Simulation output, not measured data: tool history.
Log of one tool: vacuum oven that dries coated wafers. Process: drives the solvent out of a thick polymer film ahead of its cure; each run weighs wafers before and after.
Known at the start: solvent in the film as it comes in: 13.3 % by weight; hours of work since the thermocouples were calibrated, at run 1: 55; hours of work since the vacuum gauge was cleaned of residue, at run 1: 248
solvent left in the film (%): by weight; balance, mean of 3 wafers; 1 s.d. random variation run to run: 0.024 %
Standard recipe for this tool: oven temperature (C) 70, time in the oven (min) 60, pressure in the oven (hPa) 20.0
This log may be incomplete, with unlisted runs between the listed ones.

run   hour  oven temperature (C)  time in the oven (min)  pressure in the oven (hPa)  hours of work since the thermocouples were calibrated  hours of work since the vacuum gauge was cleaned of residue  solvent left in the film (%)
  1    0.0                    70                      60                        20.0                                                     55                                                          248                          3.39
  2   22.4                    70                      60                        20.0                                                     66                                                          259                          3.42
  3   38.6                    70                      60                        20.0                                                     74                                                          267                          3.44
  4   55.6                    70                      60                        20.0                                                     82                                                          275                          3.39
  5   70.1                    70                      60                        20.0                                                     89                                                          282                          3.43
  6   91.1                    70                      34                        20.0                                                    100                                                          293                          5.24
  7  108.3                    70                      35                        20.0                                                    108                                                          301                          5.14
  8  119.7                    70                      35                        20.0                                                    114                                                          307                          5.12
  9  137.2                    70                      35                        20.0                                                    122                                                          315                          5.18
 10  149.7                    70                      35                        20.0                                                    129                                                          322                          5.10
 11  170.3                    70                      35                        30.4                                                    139                                                          332                          5.73
 12  183.3                    70                      60                        20.0                                                    145                                                          338                          3.42
 13  194.9                    70                      60                        20.0                                                    151                                                          344                          3.37
 14  213.7                    70                      60                        20.0                                                    160                                                          353                          3.39
 15  228.0                    70                      60                        20.0                                                    167                                                          360                          3.37
 16  239.7                    70                      60                        20.0                                                    173                                                          366                          3.39
 17  255.4                    70                      60                        22.9                                                    181                                                          374                          3.66
 18  275.0                    70                      60                        22.9                                                    191                                                          384                          3.58
 19  291.1                    61                      60                        20.0                                                    198                                                          392                          6.01
 20  314.7                    61                      60                        20.0                                                    210                                                          403                          5.88
 21  333.2                    61                      60                        20.0                                                    219                                                          412                          6.00
 22  343.8                    61                      60                        20.0                                                    225                                                          418                          5.89
 23  365.9                    61                      60                        20.0                                                    235                                                          428                          5.97
 24  385.8                    70                      60                        20.0                                                    245                                                          438                          3.40

The next listed run, before its measurement:
 25  396.1                    70                      33                        20.0                                                    250                                                          443                             ?

{"run 25": {"solvent left in the film (%)": 5.31}}
Minus the tool's unlogged condition, the same run would have read solvent left in the film (%) 5.31.
